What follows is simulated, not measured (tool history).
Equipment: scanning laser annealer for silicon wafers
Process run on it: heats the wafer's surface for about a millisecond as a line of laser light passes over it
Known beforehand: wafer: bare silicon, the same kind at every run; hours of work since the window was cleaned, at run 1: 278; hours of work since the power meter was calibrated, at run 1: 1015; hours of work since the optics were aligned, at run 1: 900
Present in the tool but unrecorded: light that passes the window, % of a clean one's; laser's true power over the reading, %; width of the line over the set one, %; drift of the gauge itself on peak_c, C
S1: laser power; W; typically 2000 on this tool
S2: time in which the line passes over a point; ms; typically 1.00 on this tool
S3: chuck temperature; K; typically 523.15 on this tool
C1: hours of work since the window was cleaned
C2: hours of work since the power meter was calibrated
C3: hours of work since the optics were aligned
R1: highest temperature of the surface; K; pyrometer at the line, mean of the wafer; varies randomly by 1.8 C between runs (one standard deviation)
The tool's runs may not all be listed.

run,day,S1,S2,S3,C1,C2,C3,R1
1,0.000,2000,1.00,523.15,278,1015,900,1230.15
2,1.221,2000,0.87,523.15,297,1034,919,1183.15
3,2.208,2000,1.00,523.15,313,1049,934,1235.15
4,3.829,2000,1.00,523.15,338,1075,959,1226.15
5,5.692,2000,1.00,523.15,367,1104,988,1222.15
6,6.746,2000,1.00,523.15,384,1120,1005,1225.15
7,8.050,2000,1.00,523.15,404,1141,1025,1225.15
8,9.146,2000,1.00,523.15,421,1158,1042,1223.15
9,10.004,2000,1.00,523.15,434,1171,1056,1222.15
10,11.921,2000,1.00,523.15,464,1201,1086,1221.15
11,13.088,2000,1.00,523.15,483,1219,1104,1220.15
12,14.867,2000,1.00,527.15,510,1247,1132,1221.15
13,16.375,2000,1.00,527.15,534,1271,1155,1223.15
14,17.896,1809,0.93,527.15,558,1294,1179,1126.15
# day 18.254: optics aligned, line set to its width
15,19.700,2150,0.92,562.15,583,1319,23,1288.15
16,21.075,1700,0.93,523.15,604,1341,44,1085.15
17,22.529,2000,1.00,563.15,627,1363,67,1261.15
18,24.496,2000,1.00,563.15,657,1394,97,1256.15
# day 24.750: window over the wafer cleaned
19,26.254,2000,1.00,563.15,23,1420,124,1244.15
20,27.412,1909,1.00,507.15,42,1438,142,1154.15
21,29.192,1739,0.93,507.15,69,1466,170,1070.15
22,30.308,1739,0.93,507.15,87,1484,187,1068.15
# day 30.762: window over the wafer cleaned, once more
23,31.208,1739,0.93,507.15,7,1496,200,1104.15
24,32.700,2101,1.15,523.15,30,1520,223,1340.15
25,33.929,1836,0.90,531.15,49,1539,242,1154.15

Consider 4 possible next runs. They are alternatives, not a sequence: every one starts from the tool as it was left by run 25. What does each give?
A,35.062,2000,1.00,508.15,67,1557,260,?
B,35.062,1748,1.24,523.15,67,1557,260,?
C,35.062,2137,0.90,531.15,67,1557,260,?
D,35.062,1836,0.90,551.15,67,1557,260,?

run,R1
A,1226.15
B,1212.15
C,1265.15
D,1172.15
With no hidden state in the tool, these same runs would have given:
run,R1
A,1239.15
B,1225.15
C,1278.15
D,1183.15
